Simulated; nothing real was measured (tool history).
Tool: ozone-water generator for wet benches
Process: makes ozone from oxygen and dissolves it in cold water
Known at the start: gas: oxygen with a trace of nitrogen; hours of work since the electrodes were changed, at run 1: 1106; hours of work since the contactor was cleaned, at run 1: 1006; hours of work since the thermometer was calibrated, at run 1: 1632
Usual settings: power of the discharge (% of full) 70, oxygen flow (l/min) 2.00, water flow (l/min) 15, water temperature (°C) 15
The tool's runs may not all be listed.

run      day  power of the discharge (% of full)  oxygen flow (l/min)  water flow (l/min)  water temperature (°C)  hours of work since the electrodes were changed  hours of work since the contactor was cleaned  hours of work since the thermometer was calibrated  dissolved ozone (ppm)  ozone in the gas ahead of the water (g/m3)
  1    0.000                                  70                 2.00                  15                      15                                             1106                                           1006                                                1632                   10.4                                       164.8
  2    3.908                                  70                 2.00                  15                      21                                             1167                                           1067                                                1694                    9.6                                       166.1
  3    7.179                                  70                 2.00                  15                      21                                             1219                                           1118                                                1745                    9.8                                       163.6
  4   10.771                                  70                 2.00                  15                      13                                             1275                                           1175                                                1801                   10.4                                       166.0
  5   13.571                                  70                 2.00                  15                      13                                             1319                                           1219                                                1845                   10.3                                       165.6
  6   17.704                                  70                 2.00                  15                      13                                             1384                                           1284                                                1910                   10.6                                       162.7
  7   21.767                                  69                 2.00                  15                      15                                             1448                                           1347                                                1974                   10.1                                       160.5
  8   26.121                                  69                 2.00                  15                      15                                             1516                                           1416                                                2042                   10.0                                       161.2
  9   29.100                                  69                 2.00                  15                      15                                             1563                                           1463                                                2089                    9.9                                       161.9
 10   32.429                                  70                 2.00                  15                      15                                             1615                                           1515                                                2141                   10.0                                       163.0
 11   36.150                                  70                 2.00                  15                      15                                             1673                                           1573                                                2200                   10.0                                       163.6
 12   39.067                                  70                 2.00                  15                      15                                             1719                                           1619                                                2246                    9.8                                       163.2
 13   43.962                                  70                 2.00                  15                      15                                             1796                                           1696                                                2322                    9.9                                       163.0
      46.671  -- contactor cleaned
 14   48.042                                  70                 2.00                  15                      15                                             1858                                             22                                                2384                   10.0                                       164.0
 15   52.742                                  70                 2.00                  15                      15                                             1931                                             95                                                2458                    9.7                                       162.9
 16   55.867                                  70                 1.96                  15                      15                                             1980                                            144                                                2507                    9.8                                       164.6
 17   59.425                                  70                 2.00                  15                      15                                             2036                                            200                                                2563                    9.8                                       160.2
      60.433  -- contactor cleaned, once more
 18   61.838                                  78                 3.03                  13                      14                                             2072                                             22                                                2598                   13.4                                       139.4
 19   65.558                                  78                 3.03                  13                      14                                             2130                                             80                                                2656                   13.4                                       139.0
 20   68.788                                  78                 1.21                  11                      12                                             2181                                            131                                                2707                   13.8                                       232.4
 21   72.796                                  70                 1.16                  15                      12                                             2244                                            194                                                2770                    9.1                                       215.4
 22   75.783                                  84                 1.56                  15                      12                                             2290                                            241                                                2817                   11.8                                       214.1
 23   77.862                                  93                 1.28                  15                      15                                             2323                                            274                                                2849                   11.7                                       260.9
 24   81.700                                  93                 1.28                  15                      15                                             2383                                            334                                                2910                   11.6                                       259.0
 25   85.850                                  93                 1.28                  15                      15                                             2449                                            399                                                2975                   11.6                                       260.1
 26   89.683                                  77                 2.50                  15                      15                                             2509                                            459                                                3035                   11.2                                       152.8
 27   94.096                                  97                 1.13                  10                      15                                             2578                                            528                                                3104                   17.3                                       289.2
 28   98.854                                  97                 1.13                  11                      15                                             2653                                            603                                                3179                   15.8                                       285.6
 29  103.333                                  97                 1.13                  11                      15                                             2723                                            673                                                3249                   15.6                                       286.3
 30  106.629                                  49                 3.53                  15                       7                                             2775                                            725                                                3301                    8.6                                        86.7
 31  111.129                                  67                 1.97                  13                       9                                             2845                                            796                                                3372                   11.5                                       154.4
 32  114.271                                  67                 1.97                  13                       9                                             2895                                            845                                                3421                   11.6                                       154.2
 33  117.817                                  49                 1.20                  15                      15                                             2950                                            901                                                3477                    6.4                                       156.0
 34  120.483                                  70                 3.07                  15                      14                                             2992                                            943                                                3519                   10.5                                       124.0

3 ways to go on from here, each from the tool as it stands after run 34. What would each give?
  A  125.442                                  41                 2.00                  19                      15                                             3070                                           1021                                                3596                      ?                                           ?
  B  125.442                                  70                 2.00                  15                       8                                             3070                                           1021                                                3596                      ?                                           ?
  C  125.442                                  70                 3.07                  12                      22                                             3070                                           1021                                                3596                      ?                                           ?

run  dissolved ozone (ppm)  ozone in the gas ahead of the water (g/m3)
  A                    5.0                                       100.4
  B                   10.4                                       155.6
  C                   11.1                                       123.8
Without the tool's hidden state the same runs would have given:
run  dissolved ozone (ppm)  ozone in the gas ahead of the water (g/m3)
  A                    5.5                                       104.9
  B                   11.7                                       168.4
  C                   12.5                                       134.1
